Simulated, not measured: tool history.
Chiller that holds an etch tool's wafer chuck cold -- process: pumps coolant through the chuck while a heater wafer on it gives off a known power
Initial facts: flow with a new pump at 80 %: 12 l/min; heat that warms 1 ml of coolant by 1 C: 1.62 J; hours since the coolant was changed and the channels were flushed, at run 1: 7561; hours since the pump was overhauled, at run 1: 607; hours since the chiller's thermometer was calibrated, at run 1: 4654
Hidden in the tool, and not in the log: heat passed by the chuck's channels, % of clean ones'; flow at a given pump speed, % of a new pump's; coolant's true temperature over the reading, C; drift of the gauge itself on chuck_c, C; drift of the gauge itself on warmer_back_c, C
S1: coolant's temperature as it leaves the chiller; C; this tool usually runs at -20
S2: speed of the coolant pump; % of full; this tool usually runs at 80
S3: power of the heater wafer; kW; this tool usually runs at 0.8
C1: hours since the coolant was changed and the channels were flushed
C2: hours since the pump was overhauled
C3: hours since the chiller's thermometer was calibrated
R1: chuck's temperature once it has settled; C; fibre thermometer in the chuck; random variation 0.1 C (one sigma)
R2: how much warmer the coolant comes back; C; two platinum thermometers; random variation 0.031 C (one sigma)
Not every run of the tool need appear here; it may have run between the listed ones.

run     day   S1  S2     S3    C1   C2    C3     R1    R2
  1       0  -20  80    0.8  7561  607  4654  -12.6   2.4
  2   1.508  -20  80  0.634  7598  644  4691  -14.2  1.97
  3   3.179  -20  80  0.634  7638  684  4731  -14.1  2.04
  4   4.371  -20  80    0.8  7666  712  4759  -12.7  2.45
  5   7.183  -20  80    0.8  7734  780  4827  -12.9  2.46
  6   8.779  -20  80    0.8  7772  818  4865  -12.6  2.42
  7  11.662  -20  80    0.8  7841  887  4934  -12.7  2.47
     12.129  -- coolant pump overhauled
  8  13.729  -20  80    0.8  7886   38  4979  -12.6  2.43
     14.558  -- coolant changed, channels flushed
  9  15.579  -20  64    0.8    25   77  5017  -12.7  3.12
 10  17.554  -20  80    0.8    72  124  5065  -13.8  2.51
     18.129  -- coolant pump overhauled, once more
 11  20.088  -27  80    0.8   128   47  5121    -21  2.44
 12  21.892  -27  80    0.8   171   90  5164  -20.9  2.43
 13  24.779  -27  81  0.785   240  160  5233  -21.1  2.37
 14  26.371  -27  81  0.785   278  198  5271  -21.2  2.37
 15  27.708  -27  81  0.785   311  230  5303    -21  2.36
 16    30.3  -26  90  0.624   373  292  5366  -21.4  1.71
 17  32.204  -26  90  0.624   418  338  5411  -21.6  1.74
     33.238  -- chiller's thermometer calibrated
 18  33.592  -26  90  0.624   451  370     8    -22  1.69
 19  35.046  -26  92  0.624   486  405    43  -22.3  1.67
 20  36.312  -26  92  0.624   516  435    74  -22.1  1.69
 21  39.208  -20  79  1.083   586  505   143  -12.1  3.41
 22  41.829  -21  74   0.89   648  568   206  -14.1     3

Hidden state or all else? Some run-to-run changes of R1, split into what the settings, what came in and random variation would give without the hidden state, and what is left for the hidden state (with any gauge scatter that isn't in both results):
Run 8 -> 9: S2 80 -> 64, coolant changed, channels flushed. R1 -0.1 C: hidden state -1.3, all else +1.2.
Run 10 -> 11: S1 -20 -> -27, coolant pump overhauled, once more. R1 -7.2 C: hidden state +0, all else -7.2.
Run 17 -> 18: chiller's thermometer calibrated. R1 -0.4 C: hidden state -0.5, all else +0.1.
Run 20 -> 21: S1 -26 -> -20, S2 92 -> 79, S3 0.624 -> 1.083. R1 +10 C: hidden state +0, all else +10.

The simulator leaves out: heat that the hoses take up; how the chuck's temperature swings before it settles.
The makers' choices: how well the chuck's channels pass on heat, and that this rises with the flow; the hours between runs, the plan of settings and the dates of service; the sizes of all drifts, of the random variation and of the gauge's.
